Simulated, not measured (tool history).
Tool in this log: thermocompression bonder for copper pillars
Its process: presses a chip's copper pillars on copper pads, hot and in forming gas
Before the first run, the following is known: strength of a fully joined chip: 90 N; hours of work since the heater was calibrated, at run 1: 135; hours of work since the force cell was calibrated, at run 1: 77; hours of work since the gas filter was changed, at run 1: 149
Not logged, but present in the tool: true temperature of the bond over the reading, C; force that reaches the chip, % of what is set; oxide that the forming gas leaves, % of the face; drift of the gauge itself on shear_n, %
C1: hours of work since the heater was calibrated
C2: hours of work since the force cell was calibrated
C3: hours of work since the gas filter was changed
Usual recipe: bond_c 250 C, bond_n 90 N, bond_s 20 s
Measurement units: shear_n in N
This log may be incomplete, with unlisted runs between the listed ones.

run 1 hour=0 | bond_c=250 bond_n=90 bond_s=20 | C1=135 C2=77 C3=149 | shear_n=54.2
run 2 hour=13.8 | bond_c=250 bond_n=90 bond_s=20 | C1=144 C2=87 C3=159 | shear_n=55.9
run 3 hour=27.2 | bond_c=250 bond_n=90 bond_s=20 | C1=154 C2=96 C3=168 | shear_n=54.9
run 4 hour=39.2 | bond_c=250 bond_n=76 bond_s=20 | C1=162 C2=105 C3=177 | shear_n=48.1
run 5 hour=50.4 | bond_c=250 bond_n=76 bond_s=20 | C1=170 C2=112 C3=184 | shear_n=49.1
run 6 hour=61.8 | bond_c=250 bond_n=90 bond_s=17 | C1=178 C2=120 C3=192 | shear_n=51.5
-- hour=74.5 forming gas filter changed
run 7 hour=74.5 | bond_c=250 bond_n=90 bond_s=17 | C1=186 C2=129 C3=0 | shear_n=54.5
run 8 hour=87.2 | bond_c=250 bond_n=90 bond_s=17 | C1=195 C2=138 C3=9 | shear_n=53.4
run 9 hour=98.3 | bond_c=250 bond_n=90 bond_s=17 | C1=203 C2=146 C3=17 | shear_n=54
run 10 hour=114 | bond_c=250 bond_n=90 bond_s=20 | C1=214 C2=157 C3=28 | shear_n=56.6
run 11 hour=129.1 | bond_c=250 bond_n=90 bond_s=20 | C1=225 C2=167 C3=38 | shear_n=56.6
run 12 hour=136.6 | bond_c=244 bond_n=90 bond_s=20 | C1=230 C2=172 C3=43 | shear_n=51.1
run 13 hour=150.7 | bond_c=250 bond_n=90 bond_s=20 | C1=240 C2=182 C3=53 | shear_n=56
run 14 hour=160.4 | bond_c=250 bond_n=90 bond_s=20 | C1=246 C2=189 C3=60 | shear_n=56.1
run 15 hour=172.9 | bond_c=250 bond_n=90 bond_s=20 | C1=255 C2=198 C3=69 | shear_n=55.3
run 16 hour=188.7 | bond_c=243 bond_n=90 bond_s=20 | C1=266 C2=209 C3=80 | shear_n=50.3
run 17 hour=196.9 | bond_c=250 bond_n=94 bond_s=20 | C1=272 C2=215 C3=86 | shear_n=56.8
run 18 hour=206 | bond_c=250 bond_n=94 bond_s=20 | C1=278 C2=221 C3=92 | shear_n=55.9
run 19 hour=214.6 | bond_c=250 bond_n=94 bond_s=20 | C1=284 C2=227 C3=98 | shear_n=57.4
run 20 hour=225 | bond_c=250 bond_n=90 bond_s=23 | C1=292 C2=234 C3=105 | shear_n=57.1
-- hour=228.1 heater calibrated with a thermocouple chip
run 21 hour=236.5 | bond_c=250 bond_n=90 bond_s=23 | C1=6 C2=241 C3=112 | shear_n=56.5
run 22 hour=243.6 | bond_c=276 bond_n=62 bond_s=20 | C1=11 C2=246 C3=117 | shear_n=58.7
run 23 hour=259.1 | bond_c=276 bond_n=131 bond_s=20 | C1=22 C2=257 C3=128 | shear_n=80.6
run 24 hour=266.1 | bond_c=220 bond_n=128 bond_s=20 | C1=27 C2=261 C3=133 | shear_n=41.6
run 25 hour=280.6 | bond_c=226 bond_n=80 bond_s=20 | C1=37 C2=272 C3=143 | shear_n=31.7
run 26 hour=293.6 | bond_c=222 bond_n=79 bond_s=46 | C1=46 C2=281 C3=152 | shear_n=39.4
run 27 hour=309.4 | bond_c=271 bond_n=77 bond_s=42 | C1=57 C2=292 C3=163 | shear_n=73.7
run 28 hour=318.1 | bond_c=271 bond_n=77 bond_s=42 | C1=63 C2=298 C3=169 | shear_n=72.5
-- hour=323.8 heater calibrated with a thermocouple chip, once more
run 29 hour=332.9 | bond_c=278 bond_n=89 bond_s=19 | C1=6 C2=307 C3=178 | shear_n=71.8
run 30 hour=342.6 | bond_c=278 bond_n=89 bond_s=19 | C1=13 C2=314 C3=185 | shear_n=72
run 31 hour=356.6 | bond_c=278 bond_n=89 bond_s=19 | C1=23 C2=323 C3=194 | shear_n=72.1
-- hour=366.4 forming gas filter changed
run 32 hour=371.2 | bond_c=261 bond_n=66 bond_s=12 | C1=33 C2=333 C3=3 | shear_n=45.5
run 33 hour=380.4 | bond_c=261 bond_n=66 bond_s=12 | C1=39 C2=340 C3=10 | shear_n=46.2
run 34 hour=396 | bond_c=261 bond_n=66 bond_s=12 | C1=50 C2=351 C3=21 | shear_n=45.1
run 35 hour=405.3 | bond_c=267 bond_n=89 bond_s=12 | C1=57 C2=357 C3=27 | shear_n=61.1
run 36 hour=418.9 | bond_c=274 bond_n=90 bond_s=34 | C1=66 C2=367 C3=37 | shear_n=79.1
run 37 hour=428.5 | bond_c=243 bond_n=97 bond_s=47 | C1=73 C2=373 C3=43 | shear_n=67.6
run 38 hour=437.3 | bond_c=245 bond_n=111 bond_s=47 | C1=79 C2=379 C3=50 | shear_n=72.5
run 39 hour=445.2 | bond_c=245 bond_n=78 bond_s=22 | C1=85 C2=385 C3=55 | shear_n=48.3
run 40 hour=458.5 | bond_c=231 bond_n=109 bond_s=50 | C1=94 C2=394 C3=64 | shear_n=62.2
run 41 hour=468.2 | bond_c=231 bond_n=109 bond_s=50 | C1=101 C2=401 C3=71 | shear_n=62.2

Run by run, hidden condition taken away, random variation retained:
run=1 shear_n=57.2
run=2 shear_n=59.3
run=3 shear_n=58.4
run=4 shear_n=51.5
run=5 shear_n=52.7
run=6 shear_n=55.4
run=7 shear_n=56.1
run=8 shear_n=55.2
run=9 shear_n=55.9
run=10 shear_n=58.7
run=11 shear_n=59
run=12 shear_n=53.5
run=13 shear_n=58.7
run=14 shear_n=58.9
run=15 shear_n=58.3
run=16 shear_n=53.4
run=17 shear_n=60.2
run=18 shear_n=59.4
run=19 shear_n=61.1
run=20 shear_n=60.9
run=21 shear_n=61.1
run=22 shear_n=63.2
run=23 shear_n=84.6
run=24 shear_n=46.2
run=25 shear_n=35.6
run=26 shear_n=44.2
run=27 shear_n=79.1
run=28 shear_n=78.1
run=29 shear_n=75.8
run=30 shear_n=76.2
run=31 shear_n=76.5
run=32 shear_n=46.7
run=33 shear_n=47.5
run=34 shear_n=46.6
run=35 shear_n=62.9
run=36 shear_n=80.7
run=37 shear_n=69.8
run=38 shear_n=74.7
run=39 shear_n=50.6
run=40 shear_n=64.8
run=41 shear_n=65

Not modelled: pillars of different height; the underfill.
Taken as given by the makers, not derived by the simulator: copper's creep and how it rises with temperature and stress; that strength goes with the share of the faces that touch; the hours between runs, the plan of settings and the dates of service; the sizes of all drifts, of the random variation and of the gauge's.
